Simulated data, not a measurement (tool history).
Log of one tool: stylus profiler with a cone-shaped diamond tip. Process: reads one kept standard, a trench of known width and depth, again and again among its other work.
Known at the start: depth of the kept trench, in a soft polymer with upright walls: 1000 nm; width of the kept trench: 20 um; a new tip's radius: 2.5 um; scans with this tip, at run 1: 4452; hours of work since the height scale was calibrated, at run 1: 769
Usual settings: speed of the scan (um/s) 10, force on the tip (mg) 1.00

run	day	speed of the scan (um/s)	force on the tip (mg)	scans with this tip	hours of work since the height scale was calibrated	depth of the trench (angstrom)	width of the trench's floor (nm)
1	0.000	10	1.00	4452	769	10059.4	15030
2	2.004	10	1.00	4670	807	10055.5	14970
3	3.642	10	1.00	4849	838	10056.3	14960
4	5.846	22	1.00	5089	879	10054.5	14830
5	7.954	22	1.00	5320	919	10061.8	14820
6	9.975	22	1.00	5540	957	10058.8	14730
7	11.108	22	1.29	5664	979	10065.1	14750
8	13.162	10	0.96	5888	1017	10061.8	14800
9	14.371	10	1.00	6020	1040	10062.0	14700
10	15.588	5	1.00	6152	1063	10057.8	14760
11	17.233	5	1.00	6332	1094	10063.3	14720
12	19.079	10	1.00	6534	1129	10063.2	14630
13	20.942	23	1.00	6737	1164	10065.4	14460
14	22.467	23	1.00	6903	1193	10065.7	14420
15	23.892	23	1.00	7059	1220	10064.1	14390
16	25.117	10	1.35	7192	1243	10074.4	14500
17	26.829	10	0.42	7379	1275	10051.6	14430
18	29.162	10	0.42	7634	1319	10046.9	14340
19	30.800	10	0.42	7812	1350	10049.0	14340
20	31.938	10	0.42	7936	1371	10049.5	14300
21	33.962	10	0.42	8157	1409	10053.5	14280
22	36.029	37	2.80	8383	1448	10105.8	14150
23	38.217	37	2.80	8622	1490	10113.0	14130
24	39.867	6	1.31	8802	1521	10077.6	14280
25	41.975	4	2.06	9031	1560	10097.4	14220
26	44.258	4	2.06	9280	1603	10094.9	14190
27	46.588	8	0.55	9535	1647	10060.4	14060
28	48.221	8	0.55	9713	1678	10060.6	13990
29	50.033	36	0.66	9911	1712	10067.3	13700
30	52.133	36	0.66	10140	1752	10066.1	13720
31	54.500	8	0.65	10398	1797	10068.4	13950
32	56.496	38	2.02	10616	1834	10102.2	13790
33	58.833	38	2.02	10871	1878	10101.5	13750
34	60.017	25	2.72	11000	1900	10115.7	13820
35	61.321	25	2.72	11142	1925	10120.4	13720
36	62.979	4	1.68	11323	1956	10097.0	13830
37	64.896	9	1.38	11532	1992	10087.0	13770
38	66.833	9	1.38	11744	2029	10093.7	13660
39	68.925	9	1.38	11972	2068	10092.3	13670
40	70.179	23	2.57	12109	2092	10114.6	13590
41	71.762	23	2.57	12282	2122	10116.1	13600
42	73.183	23	2.57	12437	2149	10117.7	13590

Forecast each of these 5 alternatives for the next run:
A	74.900	21	1.38	12624	2181	?	?
B	74.900	10	0.40	12624	2181	?	?
C	74.900	8	0.94	12624	2181	?	?
D	74.900	14	1.18	12624	2181	?	?
E	74.900	14	0.34	12624	2181	?	?

run	depth of the trench (angstrom)	width of the trench's floor (nm)
A	10094.0	13470
B	10068.4	13460
C	10084.6	13550
D	10093.4	13480
E	10068.3	13490
Without the tool's hidden state the same runs would have given:
run	depth of the trench (angstrom)	width of the trench's floor (nm)
A	10046.6	15850
B	10021.1	15840
C	10037.2	15930
D	10046.0	15850
E	10021.0	15860
